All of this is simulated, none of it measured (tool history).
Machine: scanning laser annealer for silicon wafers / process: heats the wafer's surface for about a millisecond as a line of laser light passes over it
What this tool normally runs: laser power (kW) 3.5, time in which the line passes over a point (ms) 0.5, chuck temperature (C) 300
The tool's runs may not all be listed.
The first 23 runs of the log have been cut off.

run,hour,laser power (kW),time in which the line passes over a point (ms),chuck temperature (C),highest temperature of the surface (C)
24,671.9,3.086,0.386,264,806
25,696.8,3.416,0.493,300,995
26,721.4,3.416,0.493,300,992
27,753.4,3.5,0.373,265,900
28,779.4,3.5,0.373,265,897
29,807.1,3.5,0.373,265,898
30,831.7,3.5,0.373,265,902
31,866.8,3.5,0.57,300,1066
32,888.5,3.022,0.594,305,949
33,907.4,3.5,0.387,300,944
34,933.5,3.5,0.5,294,1013
35,967.1,3.5,0.407,279,936

Branching from run 35: 3 alternative next runs. What would each branch give?
A,990.2,3.415,0.354,340,?
B,990.2,3.229,0.613,300,?
C,990.2,3.027,0.5,327,?

run,highest temperature of the surface (C)
A,937
B,1007
C,921
Without the tool's unlogged condition, the same runs would have read:
run,highest temperature of the surface (C)
A,938
B,1009
C,923
